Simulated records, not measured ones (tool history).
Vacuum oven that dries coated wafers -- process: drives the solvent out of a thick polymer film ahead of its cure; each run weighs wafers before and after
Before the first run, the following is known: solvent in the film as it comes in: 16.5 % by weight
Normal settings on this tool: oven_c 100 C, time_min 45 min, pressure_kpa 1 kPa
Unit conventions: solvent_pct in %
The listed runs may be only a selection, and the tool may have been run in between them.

run 1 day=0 | oven_c=100 time_min=45 pressure_kpa=1 | solvent_pct=1.09
run 2 day=1.008 | oven_c=100 time_min=45 pressure_kpa=1 | solvent_pct=1.14
run 3 day=2.3 | oven_c=95 time_min=45 pressure_kpa=1 | solvent_pct=1.94
run 4 day=3.325 | oven_c=95 time_min=45 pressure_kpa=0.87 | solvent_pct=1.85
run 5 day=3.971 | oven_c=95 time_min=45 pressure_kpa=0.87 | solvent_pct=1.91
run 6 day=4.921 | oven_c=95 time_min=45 pressure_kpa=0.87 | solvent_pct=1.94
run 7 day=5.929 | oven_c=100 time_min=45 pressure_kpa=2.18 | solvent_pct=1.78
run 8 day=6.562 | oven_c=100 time_min=45 pressure_kpa=1 | solvent_pct=1.14
run 9 day=7.396 | oven_c=109 time_min=45 pressure_kpa=1 | solvent_pct=0.5
run 10 day=8.412 | oven_c=109 time_min=45 pressure_kpa=1 | solvent_pct=0.58
run 11 day=9.704 | oven_c=115 time_min=76 pressure_kpa=1.18 | solvent_pct=0.34
run 12 day=10.725 | oven_c=113 time_min=27 pressure_kpa=0.65 | solvent_pct=0.44
run 13 day=11.683 | oven_c=100 time_min=45 pressure_kpa=0.92 | solvent_pct=1.07
run 14 day=12.842 | oven_c=100 time_min=45 pressure_kpa=0.92 | solvent_pct=1.02
run 15 day=13.633 | oven_c=109 time_min=45 pressure_kpa=2.15 | solvent_pct=1.03
run 16 day=14.529 | oven_c=100 time_min=45 pressure_kpa=0.72 | solvent_pct=0.98
run 17 day=15.546 | oven_c=100 time_min=45 pressure_kpa=0.72 | solvent_pct=0.94
run 18 day=16.604 | oven_c=100 time_min=45 pressure_kpa=0.72 | solvent_pct=0.92
run 19 day=17.488 | oven_c=89 time_min=68 pressure_kpa=0.72 | solvent_pct=1.89

Below are 3 alternative next runs, each starting from the tool's condition after run 19. Predict each:
run A day=18.412 | oven_c=91 time_min=68 pressure_kpa=1.45 | solvent_pct=?
run B day=18.412 | oven_c=88 time_min=28 pressure_kpa=0.62 | solvent_pct=?
run C day=18.412 | oven_c=89 time_min=68 pressure_kpa=0.62 | solvent_pct=?

run=A solvent_pct=2.03
run=B solvent_pct=5.83
run=C solvent_pct=1.75
Take away the tool's hidden state, keep each run's random variation, and the runs would have read:
run=A solvent_pct=2.03
run=B solvent_pct=5.85
run=C solvent_pct=1.75

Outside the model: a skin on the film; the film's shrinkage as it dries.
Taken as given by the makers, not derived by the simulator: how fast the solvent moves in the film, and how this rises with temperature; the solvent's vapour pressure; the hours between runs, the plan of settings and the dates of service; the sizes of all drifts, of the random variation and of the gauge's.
